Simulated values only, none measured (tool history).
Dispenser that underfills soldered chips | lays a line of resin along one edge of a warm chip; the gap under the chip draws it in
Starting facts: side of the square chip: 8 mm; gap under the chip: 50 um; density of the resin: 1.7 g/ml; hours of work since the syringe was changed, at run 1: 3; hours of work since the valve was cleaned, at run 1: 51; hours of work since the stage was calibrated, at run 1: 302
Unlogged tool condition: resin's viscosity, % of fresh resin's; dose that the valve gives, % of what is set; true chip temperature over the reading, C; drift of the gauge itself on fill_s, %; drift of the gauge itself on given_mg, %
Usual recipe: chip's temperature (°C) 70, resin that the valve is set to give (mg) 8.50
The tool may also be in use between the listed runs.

run,hour,chip's temperature (°C),resin that the valve is set to give (mg),hours of work since the syringe was changed,hours of work since the valve was cleaned,hours of work since the stage was calibrated,time until the resin shows at the far edge (s),resin that the valve gave (mg)
1,0.0,70,8.50,3,51,302,59.5,8.09
# hour 5.7: new syringe of resin
2,12.1,70,8.50,5,60,311,70.7,8.07
# hour 14.5: new syringe of resin
# hour 23.2: new syringe of resin
3,26.0,70,8.50,2,70,321,59.3,8.00
# hour 31.8: new syringe of resin
# hour 40.3: new syringe of resin
4,40.5,70,8.50,0,80,332,53.9,7.83
5,47.3,70,10.06,5,86,337,72.8,9.29
# hour 49.4: new syringe of resin
# hour 58.1: new syringe of resin
6,58.7,70,10.95,0,94,345,51.2,10.06
# hour 66.7: dispensing valve cleaned and set on the balance
# hour 67.8: new syringe of resin
7,67.8,70,8.90,0,1,351,49.6,8.92
# hour 76.7: new syringe of resin
8,77.4,70,10.64,0,8,358,52.0,10.56
# hour 86.0: new syringe of resin
9,90.3,70,8.50,3,17,368,62.7,8.32
# hour 94.7: new syringe of resin
10,98.8,70,8.50,3,24,374,59.8,8.29
# hour 103.7: new syringe of resin
# hour 112.3: new syringe of resin
11,112.3,70,8.50,0,33,384,52.0,8.19
# hour 120.8: new syringe of resin
12,124.9,66,8.50,3,43,394,71.1,8.19
# hour 130.1: new syringe of resin
13,138.0,63,10.19,6,53,403,93.9,9.68
# hour 139.3: new syringe of resin
14,145.7,63,10.19,5,58,409,83.3,9.63
# hour 148.8: new syringe of resin
15,156.3,63,10.19,6,66,417,91.6,9.56
# hour 157.7: new syringe of resin
# hour 166.2: new syringe of resin
16,168.5,55,10.92,2,75,426,87.5,10.25
# hour 175.5: new syringe of resin
17,180.8,55,10.92,4,84,435,104.3,10.07

Predict the results of run 18:
# hour 184.9: new syringe of resin
# hour 193.4: new syringe of resin
18,195.1,55,10.92,1,95,445,?,?

time until the resin shows at the far edge (s): 87.5
resin that the valve gave (mg): 10.01
On a tool with no hidden condition, and with the same random variation, this run would have come out at time until the resin shows at the far edge (s) 84.7, resin that the valve gave (mg) 10.93.
